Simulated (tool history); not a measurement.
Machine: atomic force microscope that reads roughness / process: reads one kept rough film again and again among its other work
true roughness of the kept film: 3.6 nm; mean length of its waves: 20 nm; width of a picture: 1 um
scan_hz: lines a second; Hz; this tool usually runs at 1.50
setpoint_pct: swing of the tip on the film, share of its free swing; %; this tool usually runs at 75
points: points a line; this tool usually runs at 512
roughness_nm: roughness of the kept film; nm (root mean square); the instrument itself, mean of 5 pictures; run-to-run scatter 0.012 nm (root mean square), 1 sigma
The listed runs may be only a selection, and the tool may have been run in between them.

run	day	scan_hz	setpoint_pct	points	roughness_nm
1	0.000	1.50	75	512	2.865
2	1.383	1.50	75	512	2.440
3	2.625	1.50	75	512	2.156
# day 3.821: new tip fitted
4	3.879	1.50	88	512	2.768
5	5.067	1.50	88	512	2.397
6	6.138	1.50	75	512	2.201
7	7.000	1.50	75	512	2.060
# day 7.646: new tip fitted
8	7.754	1.50	75	512	2.787
9	9.196	1.50	75	512	2.349
10	10.488	2.17	75	512	2.048
# day 11.450: new tip fitted
11	11.838	1.50	66	512	2.787
12	13.112	1.50	66	512	2.416
13	14.492	0.54	82	512	2.126
# day 15.288: new tip fitted
14	15.579	0.54	82	512	2.789
15	16.708	0.71	57	512	2.512
16	17.962	0.71	57	512	2.200
# day 18.092: height scale calibrated on a step standard
# day 19.117: new tip fitted
17	19.338	0.71	83	512	2.780
18	20.254	0.72	65	725	2.549
19	21.525	1.39	74	505	2.163
# day 22.238: height scale calibrated on a step standard, once more
20	22.238	1.39	74	884	2.087
# day 23.050: new tip fitted
21	23.125	1.39	74	884	2.906
22	24.300	1.39	74	884	2.517
23	24.979	1.39	74	884	2.389
24	26.304	1.34	82	512	2.064

Consider 5 possible next runs. They are alternatives, not a sequence: every one starts from the tool as it was left by run 24. What does each give?
# day 26.888: new tip fitted
A	27.421	1.37	74	696	?
# day 26.888: new tip fitted
B	27.421	1.34	77	512	?
# day 26.888: new tip fitted
C	27.421	1.07	75	771	?
# day 26.888: new tip fitted
D	27.421	0.72	59	512	?
# day 26.888: new tip fitted
E	27.421	0.55	82	512	?

run	roughness_nm
A	2.729
B	2.679
C	2.729
D	2.760
E	2.747
Had the tool no hidden state, the same runs would have come out as:
run	roughness_nm
A	2.953
B	2.900
C	2.953
D	2.987
E	2.972
